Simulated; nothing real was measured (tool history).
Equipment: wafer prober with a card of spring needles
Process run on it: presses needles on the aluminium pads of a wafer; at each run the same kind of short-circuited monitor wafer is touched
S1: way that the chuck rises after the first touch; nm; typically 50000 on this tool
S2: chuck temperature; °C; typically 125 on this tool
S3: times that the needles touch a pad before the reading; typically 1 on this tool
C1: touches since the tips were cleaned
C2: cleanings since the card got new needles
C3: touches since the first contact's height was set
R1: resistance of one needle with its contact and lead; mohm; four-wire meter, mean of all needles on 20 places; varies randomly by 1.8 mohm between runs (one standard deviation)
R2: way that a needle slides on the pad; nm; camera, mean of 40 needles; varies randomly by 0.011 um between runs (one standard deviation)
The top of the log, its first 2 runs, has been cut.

At hour 7.6: tips cleaned on abrasive film.
Run 3, hour 11.4: usual settings; C1 1159; C2 13; C3 125412. Result: R1 192 mohm, R2 8060 nm.
Run 4, hour 16.6: usual settings but S3 2; C1 2755; C2 13; C3 127008. Result: R1 190 mohm, R2 8060 nm.
Run 5, hour 21.8: usual settings; C1 4340; C2 13; C3 128593. Result: R1 191 mohm, R2 8040 nm.
Run 6, hour 29.1: usual settings; C1 6550; C2 13; C3 130803. Result: R1 191 mohm, R2 8000 nm.
Run 7, hour 33.6: usual settings; C1 7942; C2 13; C3 132195. Result: R1 195 mohm, R2 8020 nm.
At hour 35.8: tips cleaned on abrasive film.
Run 8, hour 44.6: usual settings; C1 2682; C2 14; C3 135501. Result: R1 194 mohm, R2 8000 nm.
Run 9, hour 51.4: usual settings; C1 4752; C2 14; C3 137571. Result: R1 194 mohm, R2 8020 nm.
Run 10, hour 60.4: usual settings; C1 7496; C2 14; C3 140315. Result: R1 194 mohm, R2 7990 nm.
At hour 64.1: tips cleaned on abrasive film.
Run 11, hour 71.2: usual settings; C1 2182; C2 15; C3 143587. Result: R1 192 mohm, R2 7970 nm.
Run 12, hour 78: usual settings; C1 4241; C2 15; C3 145646. Result: R1 193 mohm, R2 7990 nm.
Run 13, hour 83.3: usual settings but S1 30000 nm; C1 5865; C2 15; C3 147270. Result: R1 210 mohm, R2 4780 nm.
At hour 92.4: tips cleaned on abrasive film.
Run 14, hour 92.5: usual settings; C1 46; C2 16; C3 150040. Result: R1 193 mohm, R2 7950 nm.
Run 15, hour 97.5: usual settings; C1 1549; C2 16; C3 151543. Result: R1 193 mohm, R2 7950 nm.
Run 16, hour 102.7: usual settings; C1 3155; C2 16; C3 153149. Result: R1 193 mohm, R2 7960 nm.
Run 17, hour 112.9: usual settings; C1 6240; C2 16; C3 156234. Result: R1 194 mohm, R2 7940 nm.
At hour 121.2: tips cleaned on abrasive film.
Run 18, hour 121.5: usual settings; C1 92; C2 17; C3 158841. Result: R1 196 mohm, R2 7950 nm.
Run 19, hour 131.1: usual settings; C1 3008; C2 17; C3 161757. Result: R1 190 mohm, R2 7940 nm.
Run 20, hour 141.8: usual settings but S1 30000 nm, S2 26 °C; C1 6277; C2 17; C3 165026. Result: R1 181 mohm, R2 4750 nm.
Run 21, hour 146.8: usual settings but S1 31000 nm, S2 75 °C, S3 2; C1 7796; C2 17; C3 166545. Result: R1 194 mohm, R2 4920 nm.
At hour 150.1: tips cleaned on abrasive film.
Run 22, hour 153.7: usual settings but S2 100 °C, S3 2; C1 1097; C2 18; C3 168603. Result: R1 186 mohm, R2 7890 nm.
Run 23, hour 163.6: usual settings but S1 35000 nm, S2 33 °C, S3 3; C1 4127; C2 18; C3 171633. Result: R1 180 mohm, R2 5540 nm.
Run 24, hour 173.8: usual settings but S1 35000 nm, S2 33 °C, S3 3; C1 7238; C2 18; C3 174744. Result: R1 178 mohm, R2 5530 nm.
At hour 178.6: tips cleaned on abrasive film.
Run 25, hour 178.6: usual settings but S2 86 °C; C1 0; C2 19; C3 176149. Result: R1 183 mohm, R2 7890 nm.
Run 26, hour 185.2: usual settings but S2 28 °C; C1 2024; C2 19; C3 178173. Result: R1 168 mohm, R2 7900 nm.
Run 27, hour 195.3: usual settings but S1 39000 nm, S2 38 °C; C1 5113; C2 19; C3 181262. Result: R1 182 mohm, R2 6130 nm.

Estimate the outcome of run 28 from the log above:
Run 28, hour 206.1: usual settings but S1 38000 nm; C1 8379; C2 19; C3 184528. Result: R1 ?, R2 ?.

R1: 203 mohm
R2: 5970 nm
On a tool with no hidden condition, and with the same random variation, this run would have come out at R1 202 mohm, R2 6110 nm.
